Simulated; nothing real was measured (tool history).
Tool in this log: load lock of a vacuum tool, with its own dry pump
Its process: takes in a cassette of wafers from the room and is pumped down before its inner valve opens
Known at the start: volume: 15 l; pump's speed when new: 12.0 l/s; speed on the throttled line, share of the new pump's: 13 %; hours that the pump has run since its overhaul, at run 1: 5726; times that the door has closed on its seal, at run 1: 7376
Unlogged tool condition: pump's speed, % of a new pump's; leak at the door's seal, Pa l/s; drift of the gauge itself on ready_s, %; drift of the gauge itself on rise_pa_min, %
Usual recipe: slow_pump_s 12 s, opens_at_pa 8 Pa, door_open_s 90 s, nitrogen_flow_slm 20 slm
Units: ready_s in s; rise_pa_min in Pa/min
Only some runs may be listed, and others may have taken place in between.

run,hour,slow_pump_s,opens_at_pa,door_open_s,nitrogen_flow_slm,hours that the pump has run since its overhaul,times that the door has closed on its seal,"incoming humidity of the room's air, %",ready_s,rise_pa_min
1,0.0,12,8,90,20,5726,7376,45.1,22.7,0.075
2,209.1,12,8,90,20,5935,8344,43.8,22.8,0.079
3,439.6,12,8,90,20,6166,9411,44.7,22.8,0.086
4,685.3,12,8,90,20,6411,10548,40.7,22.4,0.097
5,860.1,12,8,90,20,6586,11358,45.6,22.7,0.109
6,1134.4,12,8,90,22,6861,12627,43.5,22.9,0.112
7,1301.0,12,8,90,22,7027,13399,46.9,22.9,0.127
8,1578.4,12,8,90,20,7305,14683,43.5,23.1,0.138
9,1762.4,12,8,46,20,7489,15534,42.9,23.1,0.132
10,2008.2,12,8,90,20,7734,16673,44.5,23.3,0.159
11,2177.6,12,8,90,20,7904,17457,41.7,22.8,0.172
12,2355.4,12,8,90,6,8082,18280,43.6,22.8,0.203
13,2479.9,12,8,90,20,8206,18856,45.9,22.9,0.189
14,2636.9,12,8,90,20,8363,19583,42.1,23.0,0.195
15,2912.7,12,8,90,20,8639,20860,43.1,22.9,0.204
16,3188.4,12,8,90,20,8915,22136,45.7,22.9,0.233
17,3355.9,12,8,90,20,9082,22912,44.1,23.3,0.245
18,3524.2,12,8,90,20,9250,23691,46.1,23.2,0.249
19,3721.1,8,8,90,20,9447,24602,46.4,19.6,0.265
20,3834.1,8,8,90,20,9560,25125,45.0,19.9,0.277
21,3997.0,8,8,90,20,9723,25880,44.2,19.4,0.285
22,4214.5,8,8,90,20,9941,26886,47.3,19.8,0.304
23,4456.4,8,8,90,20,10183,28006,43.6,19.8,0.323
24,4588.7,8,13,90,20,10315,28619,48.4,18.7,0.325
25,4801.4,10,8,223,20,10528,29603,47.1,21.2,0.362
26,4972.4,14,8,33,10,10699,30395,44.3,24.8,0.357
27,5145.3,14,8,33,10,10871,31196,41.7,24.8,0.371

For run 28, what comes out?
28,5294.2,12,8,90,24,11020,31885,48.1,?,?

ready_s: 23.2 s
rise_pa_min: 0.389 Pa/min
If the tool had no hidden condition, the same run with the same run-to-run variation would have returned ready_s 22.4 s, rise_pa_min 0.037 Pa/min.

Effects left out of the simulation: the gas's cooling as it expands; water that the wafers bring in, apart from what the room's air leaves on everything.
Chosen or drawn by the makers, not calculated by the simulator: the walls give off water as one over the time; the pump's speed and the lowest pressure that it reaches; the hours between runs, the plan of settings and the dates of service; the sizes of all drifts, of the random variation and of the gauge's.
